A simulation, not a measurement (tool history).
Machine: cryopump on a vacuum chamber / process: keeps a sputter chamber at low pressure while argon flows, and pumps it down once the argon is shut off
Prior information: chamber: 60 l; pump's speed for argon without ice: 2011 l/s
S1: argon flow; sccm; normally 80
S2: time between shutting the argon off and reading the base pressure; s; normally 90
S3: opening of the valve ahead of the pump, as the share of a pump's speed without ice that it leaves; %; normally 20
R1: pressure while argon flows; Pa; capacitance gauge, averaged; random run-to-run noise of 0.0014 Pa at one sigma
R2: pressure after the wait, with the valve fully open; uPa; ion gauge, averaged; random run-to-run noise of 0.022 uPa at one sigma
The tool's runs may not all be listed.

Run 1, hour 0.0: usual settings. Result: R1 0.3386 Pa, R2 1.21 uPa.
Run 2, hour 19.8: usual settings. Result: R1 0.3404 Pa, R2 1.27 uPa.
Run 3, hour 30.8: usual settings. Result: R1 0.3387 Pa, R2 1.15 uPa.
Run 4, hour 50.8: usual settings but S2 65 s. Result: R1 0.3375 Pa, R2 1.36 uPa.
Run 5, hour 68.1: usual settings. Result: R1 0.3381 Pa, R2 1.20 uPa.
Run 6, hour 85.0: usual settings. Result: R1 0.3409 Pa, R2 1.24 uPa.
Run 7, hour 97.6: usual settings but S1 127 sccm. Result: R1 0.5371 Pa, R2 1.23 uPa.
Run 8, hour 108.6: usual settings but S1 42 sccm, S2 34 s, S3 22 %. Result: R1 0.1630 Pa, R2 1.99 uPa.
Run 9, hour 131.6: usual settings but S1 42 sccm, S2 34 s, S3 22 %. Result: R1 0.1627 Pa, R2 1.94 uPa.
Run 10, hour 143.1: usual settings but S1 42 sccm, S2 34 s, S3 22 %. Result: R1 0.1622 Pa, R2 1.92 uPa.
Run 11, hour 158.1: usual settings but S1 42 sccm, S2 34 s, S3 22 %. Result: R1 0.1628 Pa, R2 1.96 uPa.
Run 12, hour 179.1: usual settings but S2 21 s. Result: R1 0.3400 Pa, R2 2.79 uPa.
Run 13, hour 200.4: usual settings but S1 123 sccm, S2 53 s. Result: R1 0.5235 Pa, R2 1.53 uPa.
Run 14, hour 218.2: usual settings but S1 111 sccm, S2 49 s. Result: R1 0.4729 Pa, R2 1.63 uPa.

Below, some changes in R1 between adjacent runs. For each, the amount present without the hidden state too (settings, incoming material, random variation) and the amount remaining for the hidden state with gauge scatter not shared by both compared results:
What the log doesn't record here: pump's speed, % of a pump's without ice; cold plate's temperature, K; leak into the chamber, uPa l/s; drift of the gauge itself on working_pa, %; drift of the gauge itself on base_upa, %.
Run 7 -> 8: S1 127 -> 42, S2 90 -> 34, S3 20 -> 22. R1 -0.3741 Pa: hidden state -0.0036, all else -0.3705.

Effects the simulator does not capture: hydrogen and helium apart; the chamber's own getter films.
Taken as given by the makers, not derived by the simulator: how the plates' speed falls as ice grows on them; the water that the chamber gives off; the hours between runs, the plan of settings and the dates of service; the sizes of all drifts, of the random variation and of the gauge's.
